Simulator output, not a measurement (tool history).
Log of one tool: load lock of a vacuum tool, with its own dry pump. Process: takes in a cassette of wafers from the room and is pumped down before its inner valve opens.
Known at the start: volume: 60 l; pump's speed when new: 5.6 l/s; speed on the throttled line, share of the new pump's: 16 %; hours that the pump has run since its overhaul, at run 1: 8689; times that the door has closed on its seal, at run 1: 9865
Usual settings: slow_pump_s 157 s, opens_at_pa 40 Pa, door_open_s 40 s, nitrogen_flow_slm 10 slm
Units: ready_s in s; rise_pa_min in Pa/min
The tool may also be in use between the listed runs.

| run | day | slow_pump_s | opens_at_pa | door_open_s | nitrogen_flow_slm | hours that the pump has run since its overhaul | times that the door has closed on its seal | incoming humidity of the room's air, % | ready_s | rise_pa_min |
|---|---|---|---|---|---|---|---|---|---|---|
| 1 | 0 | 157 | 40 | 40 | 10 | 8689 | 9865 | 49.2 | 220.6 | 0.055 |
| 2 | 2.438 | 157 | 40 | 40 | 10 | 8747 | 10030 | 45.6 | 220.3 | 0.05 |
| 3 | 5.629 | 157 | 40 | 40 | 10 | 8824 | 10247 | 47.4 | 220.6 | 0.05 |
| 4 | 8.554 | 157 | 40 | 40 | 22 | 8894 | 10446 | 44.6 | 220.5 | 0.047 |
| 5 | 12.3 | 157 | 40 | 40 | 22 | 8984 | 10700 | 45.2 | 220.2 | 0.051 |
| 6 | 15.662 | 157 | 41 | 40 | 10 | 9065 | 10928 | 42.2 | 219.9 | 0.051 |
| 7 | 19.283 | 157 | 41 | 40 | 10 | 9152 | 11174 | 47.8 | 219.5 | 0.057 |
| 8 | 21.771 | 157 | 41 | 40 | 10 | 9211 | 11343 | 43.3 | 220.1 | 0.057 |
| 9 | 24.696 | 157 | 41 | 40 | 10 | 9282 | 11541 | 43.2 | 220.4 | 0.057 |
| 10 | 27.358 | 157 | 41 | 40 | 10 | 9346 | 11722 | 45.7 | 220.1 | 0.059 |
| 11 | 30.496 | 160 | 54 | 74 | 4 | 9421 | 11935 | 44 | 219.7 | 0.072 |
| 12 | 32.358 | 79 | 40 | 40 | 5 | 9465 | 12061 | 44.8 | 156.9 | 0.062 |
| 13 | 35.967 | 79 | 40 | 40 | 5 | 9552 | 12306 | 48.6 | 156.9 | 0.066 |
| 14 | 37.675 | 116 | 67 | 40 | 9 | 9593 | 12422 | 44 | 181.1 | 0.067 |
| 15 | 41.733 | 157 | 28 | 40 | 28 | 9690 | 12698 | 47.1 | 224.8 | 0.063 |
| 16 | 44.933 | 157 | 40 | 67 | 10 | 9767 | 12915 | 47.3 | 220.2 | 0.074 |
| 17 | 48.171 | 101 | 30 | 55 | 38 | 9845 | 13135 | 45.3 | 179.1 | 0.055 |
| 18 | 50.212 | 101 | 64 | 105 | 38 | 9894 | 13273 | 46.1 | 170.4 | 0.066 |
| 19 | 52.362 | 157 | 40 | 174 | 10 | 9946 | 13419 | 48.8 | 220.7 | 0.103 |

3 ways to go on from here, each from the tool as it stands after run 19. What would each give?
| A | 55.6 | 170 | 40 | 174 | 10 | 10023 | 13639 | 41.4 | ? | ? |
| B | 55.6 | 238 | 40 | 40 | 8 | 10023 | 13639 | 45.8 | ? | ? |
| C | 55.6 | 132 | 79 | 196 | 10 | 10023 | 13639 | 42.2 | ? | ? |

| run | ready_s | rise_pa_min |
|---|---|---|
| A | 232.1 | 0.092 |
| B | 287.6 | 0.066 |
| C | 192.8 | 0.102 |
Without the tool's hidden state the same runs would have given:
| run | ready_s | rise_pa_min |
|---|---|---|
| A | 226.2 | 0.042 |
| B | 283.1 | 0.016 |
| C | 187.3 | 0.052 |
